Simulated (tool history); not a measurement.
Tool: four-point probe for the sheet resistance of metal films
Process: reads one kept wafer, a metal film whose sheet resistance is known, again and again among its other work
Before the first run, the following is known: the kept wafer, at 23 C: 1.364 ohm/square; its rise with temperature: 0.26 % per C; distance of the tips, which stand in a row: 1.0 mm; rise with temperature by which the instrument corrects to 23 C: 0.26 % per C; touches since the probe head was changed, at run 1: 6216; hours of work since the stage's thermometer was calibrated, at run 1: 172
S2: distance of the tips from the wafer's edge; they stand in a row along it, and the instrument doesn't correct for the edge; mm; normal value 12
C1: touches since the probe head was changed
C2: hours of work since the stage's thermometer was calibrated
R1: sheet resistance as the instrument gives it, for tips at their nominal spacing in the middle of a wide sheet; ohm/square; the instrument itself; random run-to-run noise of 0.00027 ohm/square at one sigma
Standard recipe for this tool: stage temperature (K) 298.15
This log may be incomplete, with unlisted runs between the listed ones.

{"run": 1, "hour": 0.0, "stage temperature (K)": 298.15, "S2": 12, "C1": 6216, "C2": 172, "R1": 1.368603}
{"run": 2, "hour": 23.2, "stage temperature (K)": 298.15, "S2": 12, "C1": 6487, "C2": 181, "R1": 1.369008}
{"run": 3, "hour": 44.3, "stage temperature (K)": 298.15, "S2": 12, "C1": 6735, "C2": 190, "R1": 1.368809}
{"run": 4, "hour": 59.2, "stage temperature (K)": 298.15, "S2": 12, "C1": 6909, "C2": 196, "R1": 1.369126}
{"run": 5, "hour": 81.3, "stage temperature (K)": 298.15, "S2": 12, "C1": 7167, "C2": 205, "R1": 1.368819}
{"run": 6, "hour": 93.1, "stage temperature (K)": 298.15, "S2": 12, "C1": 7306, "C2": 209, "R1": 1.368683}
{"run": 7, "hour": 103.4, "stage temperature (K)": 298.15, "S2": 18, "C1": 7427, "C2": 213, "R1": 1.366191}
{"run": 8, "hour": 124.9, "stage temperature (K)": 298.15, "S2": 41, "C1": 7677, "C2": 222, "R1": 1.364287}
{"run": 9, "hour": 134.7, "stage temperature (K)": 298.15, "S2": 8, "C1": 7793, "C2": 226, "R1": 1.374759}
{"run": 10, "hour": 155.7, "stage temperature (K)": 298.15, "S2": 17, "C1": 8038, "C2": 235, "R1": 1.366855}
{"run": 11, "hour": 166.0, "stage temperature (K)": 298.15, "S2": 12, "C1": 8159, "C2": 239, "R1": 1.36936}
{"run": 12, "hour": 180.8, "stage temperature (K)": 298.15, "S2": 12, "C1": 8331, "C2": 245, "R1": 1.368698}
{"run": 13, "hour": 201.0, "stage temperature (K)": 298.15, "S2": 5, "C1": 8568, "C2": 253, "R1": 1.392538}
{"run": 14, "hour": 217.5, "stage temperature (K)": 298.15, "S2": 4, "C1": 8761, "C2": 260, "R1": 1.408286}
{"run": 15, "hour": 232.7, "stage temperature (K)": 301.15, "S2": 11, "C1": 8939, "C2": 266, "R1": 1.370426}
{"run": 16, "hour": 243.1, "stage temperature (K)": 304.15, "S2": 13, "C1": 9060, "C2": 270, "R1": 1.368405}
{"hour": 245.3, "done": "stage's thermometer calibrated"}
{"run": 17, "hour": 258.7, "stage temperature (K)": 304.15, "S2": 13, "C1": 9238, "C2": 5, "R1": 1.368519}
{"run": 18, "hour": 272.3, "stage temperature (K)": 304.15, "S2": 13, "C1": 9397, "C2": 11, "R1": 1.368584}
{"run": 19, "hour": 283.1, "stage temperature (K)": 304.15, "S2": 13, "C1": 9523, "C2": 15, "R1": 1.36869}

The next listed run, before its measurement:
{"run": 20, "hour": 303.5, "stage temperature (K)": 301.15, "S2": 9, "C1": 9762, "C2": 23, "R1": "?"}

R1: 1.372948 ohm/square
Take away the tool's hidden state, keep the run-to-run variation as it was, and the same run would have given R1 1.372767 ohm/square.
